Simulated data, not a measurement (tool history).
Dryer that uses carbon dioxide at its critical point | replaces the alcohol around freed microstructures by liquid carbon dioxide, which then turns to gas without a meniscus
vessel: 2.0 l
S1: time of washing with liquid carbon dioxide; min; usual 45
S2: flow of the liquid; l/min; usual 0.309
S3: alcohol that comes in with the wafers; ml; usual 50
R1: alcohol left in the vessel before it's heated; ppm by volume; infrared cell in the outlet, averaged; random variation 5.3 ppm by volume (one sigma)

Run 1, day 0: usual settings. Result: R1 223 ppm by volume.
Run 2, day 1.238: usual settings but S3 116 ml. Result: R1 410 ppm by volume.
Run 3, day 3.212: usual settings but S3 116 ml. Result: R1 390 ppm by volume.
Run 4, day 4.662: usual settings but S3 46 ml. Result: R1 216 ppm by volume.
Run 5, day 7.308: usual settings but S3 46 ml. Result: R1 224 ppm by volume.
Run 6, day 10: usual settings but S1 48 min. Result: R1 211 ppm by volume.
Run 7, day 11.354: usual settings but S1 48 min. Result: R1 206 ppm by volume.
Run 8, day 13.975: usual settings but S1 61 min. Result: R1 136 ppm by volume.
Run 9, day 16.342: usual settings. Result: R1 227 ppm by volume.
Run 10, day 18.742: usual settings but S2 0.308 l/min. Result: R1 229 ppm by volume.
Run 11, day 21.108: usual settings. Result: R1 238 ppm by volume.
Run 12, day 23.779: usual settings. Result: R1 254 ppm by volume.
Run 13, day 26.225: usual settings. Result: R1 261 ppm by volume.
Run 14, day 28.321: usual settings. Result: R1 275 ppm by volume.
Run 15, day 29.7: usual settings. Result: R1 281 ppm by volume.
Run 16, day 32.633: usual settings but S3 42 ml. Result: R1 258 ppm by volume.
Run 17, day 35.383: usual settings. Result: R1 294 ppm by volume.
Run 18, day 36.996: usual settings. Result: R1 295 ppm by volume.
Run 19, day 39.029: usual settings but S1 65 min, S2 0.222 l/min, S3 30 ml. Result: R1 247 ppm by volume.
Run 20, day 40.275: usual settings but S1 65 min, S2 0.222 l/min, S3 30 ml. Result: R1 258 ppm by volume.
Run 21, day 41.596: usual settings but S1 60 min, S2 0.298 l/min, S3 30 ml. Result: R1 194 ppm by volume.
Run 22, day 43.788: usual settings but S1 60 min, S2 0.298 l/min, S3 30 ml. Result: R1 29 ppm by volume.
Run 23, day 46.546: usual settings but S1 62 min, S2 0.448 l/min, S3 24 ml. Result: R1 22 ppm by volume.
Run 24, day 48.092: usual settings but S1 55 min, S2 0.497 l/min, S3 67 ml. Result: R1 24 ppm by volume.
Run 25, day 49.446: usual settings but S1 55 min, S2 0.478 l/min, S3 84 ml. Result: R1 26 ppm by volume.
Run 26, day 51.446: usual settings but S1 57 min, S2 0.478 l/min, S3 84 ml. Result: R1 18 ppm by volume.
Run 27, day 53.158: usual settings but S2 0.199 l/min. Result: R1 777 ppm by volume.
Run 28, day 56.129: usual settings but S2 0.199 l/min. Result: R1 813 ppm by volume.
Run 29, day 58.183: usual settings but S2 0.199 l/min, S3 59 ml. Result: R1 933 ppm by volume.
Run 30, day 60.567: usual settings but S2 0.199 l/min, S3 59 ml. Result: R1 983 ppm by volume.
Run 31, day 62.546: usual settings but S2 0.199 l/min, S3 59 ml. Result: R1 976 ppm by volume.
Run 32, day 63.862: usual settings but S2 0.208 l/min, S3 21 ml. Result: R1 358 ppm by volume.
Run 33, day 66.054: usual settings but S1 28 min, S2 0.425 l/min, S3 72 ml. Result: R1 430 ppm by volume.
Run 34, day 68.262: usual settings but S1 35 min, S2 0.425 l/min, S3 48 ml. Result: R1 153 ppm by volume.

Taken out of this log: 3 entries between the listed runs. Where each belongs, and how the hidden state differs across it:
Between runs 8 and 9: inlet filter changed (day 15.946)
  flow that reaches the vessel past the clogged filter, %: 92.3 -> 99.2; alcohol in the recycled carbon dioxide, ppm: 110.6 -> 116.2
  measured less the result without the state, R1: +116 -> +119 ppm by volume
Between runs 21 and 22: purifier's bed changed (day 42.721)
  flow that reaches the vessel past the clogged filter, %: 94.3 -> 93.9; alcohol in the recycled carbon dioxide, ppm: 180.4 -> 9.3
  measured less the result without the state, R1: +178 -> +11 ppm by volume
Between runs 26 and 27: inlet filter changed (day 52.262)
  flow that reaches the vessel past the clogged filter, %: 92.4 -> 99.3; alcohol in the recycled carbon dioxide, ppm: 29.1 -> 33.9
  measured less the result without the state, R1: +18 -> +46 ppm by volume

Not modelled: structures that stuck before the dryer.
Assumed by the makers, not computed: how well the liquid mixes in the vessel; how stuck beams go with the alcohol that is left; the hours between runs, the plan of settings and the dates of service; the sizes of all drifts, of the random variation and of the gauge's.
